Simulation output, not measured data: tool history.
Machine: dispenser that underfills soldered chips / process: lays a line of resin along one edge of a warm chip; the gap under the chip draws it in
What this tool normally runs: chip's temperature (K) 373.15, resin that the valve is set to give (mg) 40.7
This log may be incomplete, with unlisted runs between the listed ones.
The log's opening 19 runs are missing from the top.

run,hour,chip's temperature (K),resin that the valve is set to give (mg),hours of work since the syringe was changed,hours of work since the valve was cleaned,hours of work since the stage was calibrated,time until the resin shows at the far edge (s),resin that the valve gave (mg)
# hour 177.6: new syringe of resin
20,185,368.15,49.7,5,59,314,146,48.55
21,190.9,368.15,49.7,10,63,318,169.2,48.46
# hour 194.6: new syringe of resin
22,200.6,376.15,37.1,4,70,325,116.9,36.32
# hour 209.8: stage's temperature calibrated
23,210.9,362.15,37.2,11,77,1,229.6,36.23
# hour 212.4: new syringe of resin
# hour 221.5: dispensing valve cleaned and set on the balance
24,223.5,362.15,37.2,7,1,9,196,37.21
# hour 230: new syringe of resin
25,230,362.15,50,0,6,13,147.9,49.79
26,242,362.15,50,9,15,22,199.5,49.32
# hour 247.3: new syringe of resin
27,248.7,362.15,50,1,19,27,150.1,49.42
28,254.6,384.15,50.6,5,23,31,99.8,50.07
29,260.3,384.15,50.6,9,27,35,115.1,49.99
# hour 264.2: new syringe of resin
30,270.2,361.15,47.2,4,34,42,173.1,46.55
# hour 281.6: new syringe of resin
31,282.6,361.15,47.2,1,43,51,156.8,46.52
32,295.6,361.15,47.2,10,52,60,221.1,46.63
# hour 298.7: new syringe of resin
33,306.4,361.15,47.2,6,60,67,186.5,45.75
34,311.8,367.15,36.1,9,64,71,188.2,35.08

Forecast each of these 3 alternatives for the next run:
# hour 315.7: new syringe of resin
A,323.8,367.15,46.7,6,72,80,?,?
# hour 315.7: new syringe of resin
B,323.8,361.15,44.1,6,72,80,?,?
# hour 315.7: new syringe of resin
C,323.8,375.15,52.8,6,72,80,?,?

run,time until the resin shows at the far edge (s),resin that the valve gave (mg)
A,155.8,45.29
B,182.5,43.07
C,122.4,51.46
Take away the tool's hidden state, keep each run's random variation, and the runs would have read:
run,time until the resin shows at the far edge (s),resin that the valve gave (mg)
A,129.4,46.69
B,151.6,44.41
C,101.7,53.05

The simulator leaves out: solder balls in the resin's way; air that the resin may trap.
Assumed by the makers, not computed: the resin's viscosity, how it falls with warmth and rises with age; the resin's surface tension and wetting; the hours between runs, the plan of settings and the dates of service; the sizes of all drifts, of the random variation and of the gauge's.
